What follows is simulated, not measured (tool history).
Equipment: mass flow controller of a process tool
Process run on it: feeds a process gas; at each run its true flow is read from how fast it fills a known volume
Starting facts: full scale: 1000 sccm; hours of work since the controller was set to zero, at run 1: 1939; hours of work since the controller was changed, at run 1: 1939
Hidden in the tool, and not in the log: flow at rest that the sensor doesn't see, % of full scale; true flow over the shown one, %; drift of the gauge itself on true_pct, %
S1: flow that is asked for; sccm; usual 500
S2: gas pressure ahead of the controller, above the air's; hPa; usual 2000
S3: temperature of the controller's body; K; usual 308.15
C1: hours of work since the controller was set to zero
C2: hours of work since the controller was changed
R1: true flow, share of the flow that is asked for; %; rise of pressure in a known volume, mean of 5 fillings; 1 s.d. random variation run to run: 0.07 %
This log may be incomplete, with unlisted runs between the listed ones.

Run 1, hour 0.0: usual settings; C1 1939; C2 1939. Result: R1 97.01 %.
Run 2, hour 100.9: usual settings; C1 2019; C2 2019. Result: R1 96.93 %.
Run 3, hour 284.5: usual settings; C1 2163; C2 2163. Result: R1 96.66 %.
Run 4, hour 373.9: usual settings; C1 2234; C2 2234. Result: R1 96.81 %.
Run 5, hour 533.2: usual settings; C1 2360; C2 2360. Result: R1 96.60 %.
Run 6, hour 717.3: usual settings but S3 293.15 K; C1 2505; C2 2505. Result: R1 97.25 %.
Run 7, hour 912.0: usual settings; C1 2658; C2 2658. Result: R1 96.55 %.
Run 8, hour 1119.7: usual settings; C1 2822; C2 2822. Result: R1 96.44 %.
Run 9, hour 1224.0: usual settings but S2 1730 hPa; C1 2904; C2 2904. Result: R1 96.57 %.
Run 10, hour 1372.8: usual settings but S2 1730 hPa; C1 3022; C2 3022. Result: R1 96.35 %.
Run 11, hour 1528.1: usual settings but S1 215 sccm; C1 3144; C2 3144. Result: R1 96.06 %.
Run 12, hour 1671.8: usual settings but S1 215 sccm; C1 3257; C2 3257. Result: R1 95.89 %.
Run 13, hour 1884.5: usual settings but S1 215 sccm; C1 3425; C2 3425. Result: R1 95.96 %.
Run 14, hour 2065.2: usual settings; C1 3568; C2 3568. Result: R1 95.95 %.
Run 15, hour 2171.8: usual settings; C1 3652; C2 3652. Result: R1 95.93 %.
Run 16, hour 2276.7: usual settings but S2 1630 hPa; C1 3735; C2 3735. Result: R1 96.23 %.
Run 17, hour 2391.7: usual settings but S2 1630 hPa; C1 3825; C2 3825. Result: R1 96.17 %.
Run 18, hour 2479.8: usual settings but S2 1630 hPa; C1 3895; C2 3895. Result: R1 96.17 %.
Run 19, hour 2650.4: usual settings; C1 4029; C2 4029. Result: R1 95.86 %.
Run 20, hour 2789.9: usual settings; C1 4139; C2 4139. Result: R1 95.65 %.
Run 21, hour 2952.7: usual settings but S3 303.15 K; C1 4268; C2 4268. Result: R1 95.88 %.
At hour 3031.1: controller's zero set anew.
Run 22, hour 3166.3: usual settings; C1 107; C2 4436. Result: R1 94.73 %.
Run 23, hour 3348.5: usual settings; C1 250; C2 4579. Result: R1 94.54 %.
Run 24, hour 3508.7: usual settings but S3 303.15 K; C1 377; C2 4706. Result: R1 94.93 %.
Run 25, hour 3696.5: usual settings but S1 210 sccm, S2 2320 hPa, S3 299.15 K; C1 525; C2 4854. Result: R1 93.97 %.
Run 26, hour 3885.2: usual settings but S1 493 sccm, S2 1710 hPa, S3 294.15 K; C1 674; C2 5003. Result: R1 95.33 %.
Run 27, hour 4082.5: usual settings but S1 271 sccm, S3 297.15 K; C1 829; C2 5158. Result: R1 94.27 %.
Run 28, hour 4219.4: usual settings but S2 2400 hPa, S3 295.15 K; C1 937; C2 5266. Result: R1 94.68 %.
Run 29, hour 4416.2: usual settings but S2 2400 hPa, S3 295.15 K; C1 1092; C2 5422. Result: R1 94.60 %.
Run 30, hour 4563.3: usual settings but S2 2260 hPa, S3 305.15 K; C1 1208; C2 5538. Result: R1 94.11 %.
At hour 4677.6: controller exchanged for a calibrated one.
Run 31, hour 4715.5: usual settings but S2 2260 hPa, S3 303.15 K; C1 30; C2 30. Result: R1 98.07 %.
Run 32, hour 4822.2: usual settings but S2 1620 hPa; C1 114; C2 114. Result: R1 98.29 %.
Run 33, hour 5011.4: usual settings but S2 1620 hPa; C1 263; C2 263. Result: R1 98.20 %.
Run 34, hour 5146.5: usual settings but S1 417 sccm, S2 2140 hPa, S3 307.15 K; C1 370; C2 370. Result: R1 97.57 %.
Run 35, hour 5244.0: usual settings but S1 555 sccm, S2 2250 hPa, S3 300.15 K; C1 447; C2 447. Result: R1 98.22 %.
Run 36, hour 5405.6: usual settings but S2 2570 hPa, S3 300.15 K; C1 574; C2 574. Result: R1 97.72 %.
Run 37, hour 5589.5: usual settings but S2 2570 hPa, S3 300.15 K; C1 719; C2 719. Result: R1 97.77 %.
Run 38, hour 5752.9: usual settings but S1 311 sccm, S2 1680 hPa; C1 848; C2 848. Result: R1 97.34 %.
Run 39, hour 5922.3: usual settings but S1 311 sccm, S2 1680 hPa; C1 982; C2 982. Result: R1 97.22 %.
Run 40, hour 6017.9: usual settings but S1 311 sccm, S2 1680 hPa; C1 1057; C2 1057. Result: R1 97.16 %.
Run 41, hour 6137.6: usual settings but S1 311 sccm, S2 1680 hPa; C1 1151; C2 1151. Result: R1 97.12 %.
Run 42, hour 6255.2: usual settings but S1 116 sccm; C1 1244; C2 1244. Result: R1 96.88 %.
Run 43, hour 6462.4: usual settings but S1 509 sccm, S2 2140 hPa, S3 309.15 K; C1 1408; C2 1408. Result: R1 97.31 %.
Run 44, hour 6625.8: usual settings but S1 948 sccm, S2 1620 hPa; C1 1536; C2 1536. Result: R1 98.80 %.
Run 45, hour 6789.1: usual settings but S3 312.15 K; C1 1665; C2 1665. Result: R1 97.08 %.
Run 46, hour 6984.1: usual settings but S1 816 sccm, S2 1520 hPa; C1 1819; C2 1819. Result: R1 98.27 %.
Run 47, hour 7073.3: usual settings but S1 214 sccm, S2 1780 hPa, S3 305.15 K; C1 1889; C2 1889. Result: R1 96.99 %.

Hidden state or all else? Some run-to-run changes of R1, split into what the settings, what came in and random variation would give without the hidden state, and what is left for the hidden state (with any gauge scatter that isn't in both results):
Run 13 -> 14: S1 215 -> 500. R1 -0.01 %: hidden state -0.88, all else +0.87.
Run 30 -> 31: S3 305.15 -> 303.15, controller exchanged for a calibrated one. R1 +3.96 %: hidden state +3.79, all else +0.17.
Run 42 -> 43: S1 116 -> 509, S2 2000 -> 2140, S3 308.15 -> 309.15. R1 +0.43 %: hidden state -0.98, all else +1.41.
Run 43 -> 44: S1 509 -> 948, S2 2140 -> 1620, S3 309.15 -> 308.15. R1 +1.49 %: hidden state -0.20, all else +1.69.
Run 44 -> 45: S1 948 -> 500, S2 1620 -> 2000, S3 308.15 -> 312.15. R1 -1.72 %: hidden state +0.07, all else -1.79.
